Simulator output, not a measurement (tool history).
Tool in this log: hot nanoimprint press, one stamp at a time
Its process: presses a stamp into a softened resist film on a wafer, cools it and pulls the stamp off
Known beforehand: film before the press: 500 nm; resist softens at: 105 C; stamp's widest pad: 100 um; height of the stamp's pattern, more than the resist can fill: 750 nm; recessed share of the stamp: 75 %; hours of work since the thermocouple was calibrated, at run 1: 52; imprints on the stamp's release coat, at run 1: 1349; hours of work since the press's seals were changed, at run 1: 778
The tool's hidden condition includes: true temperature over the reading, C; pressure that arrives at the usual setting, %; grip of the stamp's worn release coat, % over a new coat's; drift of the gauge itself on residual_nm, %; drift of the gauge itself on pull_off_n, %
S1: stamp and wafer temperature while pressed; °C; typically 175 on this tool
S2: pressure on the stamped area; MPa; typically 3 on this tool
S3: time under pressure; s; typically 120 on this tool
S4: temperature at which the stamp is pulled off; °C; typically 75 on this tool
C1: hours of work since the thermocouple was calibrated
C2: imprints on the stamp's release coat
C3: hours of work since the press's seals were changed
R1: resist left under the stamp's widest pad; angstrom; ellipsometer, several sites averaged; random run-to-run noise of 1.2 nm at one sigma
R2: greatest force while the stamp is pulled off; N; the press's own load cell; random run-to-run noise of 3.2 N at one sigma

Run 1, hour 0: usual settings; C1 52; C2 1349; C3 778. Result: R1 1848 angstrom, R2 210 N.
Run 2, hour 26: usual settings but S4 74 °C; C1 69; C2 1425; C3 795. Result: R1 1848 angstrom, R2 218 N.
Run 3, hour 59.9: usual settings but S4 74 °C; C1 91; C2 1524; C3 818. Result: R1 1812 angstrom, R2 221 N.
Run 4, hour 75.7: usual settings but S1 164 °C; C1 102; C2 1570; C3 828. Result: R1 2556 angstrom, R2 217 N.
Run 5, hour 94.9: usual settings but S1 183 °C; C1 114; C2 1626; C3 840. Result: R1 1487 angstrom, R2 222 N.
Run 6, hour 116.4: usual settings but S1 183 °C; C1 128; C2 1689; C3 854. Result: R1 1456 angstrom, R2 219 N.
Run 7, hour 143.3: usual settings but S2 3.93 MPa; C1 146; C2 1767; C3 872. Result: R1 1590 angstrom, R2 229 N.
Run 8, hour 169.5: usual settings but S2 3.93 MPa; C1 163; C2 1843; C3 889. Result: R1 1580 angstrom, R2 228 N.
Run 9, hour 199: usual settings but S2 3.93 MPa, S4 76 °C; C1 182; C2 1929; C3 908. Result: R1 1567 angstrom, R2 221 N.
Run 10, hour 232.6: usual settings but S2 3.93 MPa, S4 62 °C; C1 204; C2 2027; C3 930. Result: R1 1580 angstrom, R2 333 N.
Run 11, hour 261.3: usual settings but S2 3.63 MPa, S4 62 °C; C1 223; C2 2111; C3 949. Result: R1 1639 angstrom, R2 323 N.
Run 12, hour 283.6: usual settings but S2 3.63 MPa, S4 67 °C; C1 237; C2 2176; C3 964. Result: R1 1634 angstrom, R2 296 N.
Run 13, hour 313.5: usual settings but S3 169 s; C1 257; C2 2263; C3 983. Result: R1 1634 angstrom, R2 244 N.
At hour 326.3: stamp cleaned and given a new release coat.
Run 14, hour 351.4: usual settings; C1 278; C2 73; C3 1004. Result: R1 1821 angstrom, R2 154 N.
Run 15, hour 377.4: usual settings but S4 78 °C; C1 295; C2 149; C3 1021. Result: R1 1817 angstrom, R2 140 N.
Run 16, hour 412.3: usual settings but S4 78 °C; C1 317; C2 250; C3 1044. Result: R1 1820 angstrom, R2 146 N.
Run 17, hour 432.8: usual settings but S1 172 °C, S2 1.81 MPa, S4 78 °C; C1 331; C2 310; C3 1057. Result: R1 2576 angstrom, R2 151 N.
At hour 438.3: plate thermocouple calibrated.
Run 18, hour 462.8: usual settings but S1 169 °C, S2 2.77 MPa, S3 148 s; C1 16; C2 389; C3 1075. Result: R1 2096 angstrom, R2 168 N.
Run 19, hour 482.5: usual settings but S1 169 °C, S2 2.29 MPa, S3 176 s, S4 69 °C; C1 29; C2 446; C3 1088. Result: R1 2177 angstrom, R2 192 N.
At hour 502.1: press's hydraulic seals changed and the load cell set to zero.
Run 20, hour 513.9: usual settings but S1 177 °C, S2 3.07 MPa, S3 165 s, S4 70 °C; C1 44; C2 514; C3 8. Result: R1 1440 angstrom, R2 195 N.
Run 21, hour 536: usual settings but S1 177 °C, S2 3.65 MPa, S3 165 s, S4 70 °C; C1 59; C2 579; C3 22. Result: R1 1283 angstrom, R2 198 N.
Run 22, hour 561: usual settings but S1 177 °C, S2 3.65 MPa, S3 210 s, S4 70 °C; C1 75; C2 651; C3 38. Result: R1 1182 angstrom, R2 187 N.
Run 23, hour 594.1: usual settings but S1 166 °C, S2 2.3 MPa, S3 109 s, S4 65 °C; C1 97; C2 748; C3 60. Result: R1 2656 angstrom, R2 233 N.
At hour 607.4: plate thermocouple calibrated, once more.
Run 24, hour 628.2: usual settings but S1 169 °C, S2 3.4 MPa, S4 68 °C; C1 14; C2 839; C3 80. Result: R1 2008 angstrom, R2 223 N.
Run 25, hour 647.8: usual settings but S1 169 °C, S2 3.4 MPa, S4 68 °C; C1 26; C2 896; C3 93. Result: R1 2012 angstrom, R2 225 N.
Run 26, hour 679.1: usual settings but S1 169 °C, S2 3.21 MPa, S3 201 s, S4 78 °C; C1 47; C2 987; C3 114. Result: R1 1757 angstrom, R2 180 N.
Run 27, hour 706.9: usual settings but S1 173 °C, S2 2.59 MPa, S3 81 s, S4 65 °C; C1 65; C2 1068; C3 132. Result: R1 2371 angstrom, R2 259 N.
Run 28, hour 726.6: usual settings but S1 172 °C, S2 3.15 MPa, S3 196 s, S4 69 °C; C1 78; C2 1125; C3 145. Result: R1 1640 angstrom, R2 237 N.
Run 29, hour 762.5: usual settings but S1 172 °C, S2 3.15 MPa, S3 196 s, S4 69 °C; C1 101; C2 1230; C3 168. Result: R1 1613 angstrom, R2 227 N.
Run 30, hour 785.6: usual settings but S1 172 °C, S2 3.15 MPa, S3 196 s, S4 69 °C; C1 116; C2 1297; C3 183. Result: R1 1606 angstrom, R2 233 N.
Run 31, hour 808.7: usual settings but S1 172 °C, S2 3.12 MPa, S3 196 s, S4 69 °C; C1 131; C2 1365; C3 198. Result: R1 1624 angstrom, R2 244 N.

Some steps in R1 between neighbouring runs. How much of each would the tool show without its hidden state too (settings, what came in, random variation), and how much is left for the hidden state, with any gauge scatter that isn't in both results?
Run 4 -> 5: S1 164 -> 183. R1 -1069 angstrom: hidden state -8, all else -1061.
Run 16 -> 17: S1 175 -> 172, S2 3 -> 1.81. R1 +756 angstrom: hidden state -37, all else +793.
Run 22 -> 23: S1 177 -> 166, S2 3.65 -> 2.3, S3 210 -> 109, S4 70 -> 65. R1 +1474 angstrom: hidden state -71, all else +1545.
Run 23 -> 24: S1 166 -> 169, S2 2.3 -> 3.4, S3 109 -> 120, S4 65 -> 68, plate thermocouple calibrated, once more. R1 -648 angstrom: hidden state +137, all else -785.

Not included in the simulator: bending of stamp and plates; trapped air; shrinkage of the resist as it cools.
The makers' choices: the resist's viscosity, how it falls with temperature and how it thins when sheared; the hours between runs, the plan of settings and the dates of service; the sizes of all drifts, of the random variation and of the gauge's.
